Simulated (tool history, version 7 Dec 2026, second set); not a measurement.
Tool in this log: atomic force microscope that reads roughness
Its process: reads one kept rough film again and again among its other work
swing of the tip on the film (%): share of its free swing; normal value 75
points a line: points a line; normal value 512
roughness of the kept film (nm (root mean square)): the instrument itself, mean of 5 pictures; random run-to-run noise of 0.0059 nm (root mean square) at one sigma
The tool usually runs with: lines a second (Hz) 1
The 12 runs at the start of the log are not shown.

| run | hour | lines a second (Hz) | swing of the tip on the film (%) | points a line | roughness of the kept film (nm (root mean square)) |
|---|---|---|---|---|---|
| 13 | 186.2 | 1 | 75 | 763 | 1.441 |
|  | 191.5 | new tip fitted |
| 14 | 207.2 | 1 | 75 | 763 | 1.486 |
|  | 209.6 | height scale calibrated on a step standard |
| 15 | 218 | 1 | 75 | 763 | 1.44 |
|  | 226.2 | new tip fitted |
| 16 | 233.3 | 1 | 75 | 763 | 1.506 |
| 17 | 254.1 | 1 | 75 | 763 | 1.436 |
|  | 259.2 | new tip fitted |
| 18 | 272.9 | 2.64 | 75 | 763 | 1.369 |
| 19 | 288.5 | 1 | 75 | 512 | 1.428 |
|  | 294.2 | height scale calibrated on a step standard, once more |
|  | 294.7 | new tip fitted |
| 20 | 301 | 1 | 75 | 512 | 1.522 |
| 21 | 314.6 | 1 | 75 | 512 | 1.463 |
|  | 328.4 | new tip fitted |
| 22 | 331.8 | 1 | 83 | 512 | 1.484 |
| 23 | 341 | 1 | 59 | 512 | 1.534 |
| 24 | 359.3 | 1 | 59 | 512 | 1.486 |
|  | 363 | new tip fitted |
| 25 | 375.4 | 1 | 59 | 512 | 1.549 |
| 26 | 393.3 | 1.96 | 59 | 742 | 1.46 |
|  | 396.5 | new tip fitted |
| 27 | 408.1 | 1.96 | 59 | 742 | 1.516 |
| 28 | 423.3 | 1.96 | 59 | 742 | 1.485 |
|  | 430.7 | new tip fitted |
| 29 | 441.9 | 1.8 | 75 | 742 | 1.439 |
| 30 | 457.4 | 1.75 | 67 | 304 | 1.426 |

For run 31, what comes out?
|  | 464.8 | new tip fitted |
| 31 | 470.5 | 2.33 | 66 | 882 | ? |

Run 31 yielded roughness of the kept film (nm (root mean square)) 1.491.
The same run, on a tool lacking any hidden state, would have yielded roughness of the kept film (nm (root mean square)) 1.509.

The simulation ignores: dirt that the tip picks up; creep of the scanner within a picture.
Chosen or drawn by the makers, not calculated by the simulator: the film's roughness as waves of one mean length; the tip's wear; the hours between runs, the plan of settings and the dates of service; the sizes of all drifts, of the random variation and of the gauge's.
